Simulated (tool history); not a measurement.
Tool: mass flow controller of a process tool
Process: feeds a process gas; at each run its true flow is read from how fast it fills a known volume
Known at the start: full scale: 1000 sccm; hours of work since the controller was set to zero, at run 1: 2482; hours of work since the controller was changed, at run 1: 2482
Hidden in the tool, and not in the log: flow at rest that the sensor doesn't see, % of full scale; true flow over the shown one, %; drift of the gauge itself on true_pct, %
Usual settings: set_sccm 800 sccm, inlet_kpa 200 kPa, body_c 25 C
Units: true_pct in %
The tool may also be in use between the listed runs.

run	day	set_sccm	inlet_kpa	body_c	hours of work since the controller was set to zero	hours of work since the controller was changed	true_pct
1	0	800	200	25	2482	2482	99.85
2	4.554	800	200	25	2519	2519	99.91
3	11.583	800	200	25	2575	2575	100.11
4	19.062	800	200	25	2634	2634	100.13
5	23.412	800	200	25	2669	2669	100.32
6	30.304	800	200	25	2724	2724	100.41
7	36.296	800	200	25	2772	2772	100.48
8	41.771	800	200	21	2815	2815	101.11
9	47.212	800	200	21	2858	2858	101.15
10	51.788	800	200	21	2895	2895	101.25
11	59.1	800	200	21	2953	2953	101.35
12	64.358	992	200	21	2995	2995	101.59
13	70.242	992	213	34	3042	3042	100.45
14	76.896	484	247	21	3095	3095	101.47
# day 77.679: gauge calibrated
15	81.621	278	178	29	3133	3133	99.17
16	87.862	800	200	26	3182	3182	100.04
17	91.95	416	231	21	3215	3215	100.25
18	96.412	266	194	40	3250	3250	98.28
19	100.158	266	194	40	3280	3280	98.46

Forecast run 20:
20	106.246	800	218	25	3329	3329	?

true_pct: 100.35 %
Without the tool's hidden state the same run would have given true_pct 99.81 %.
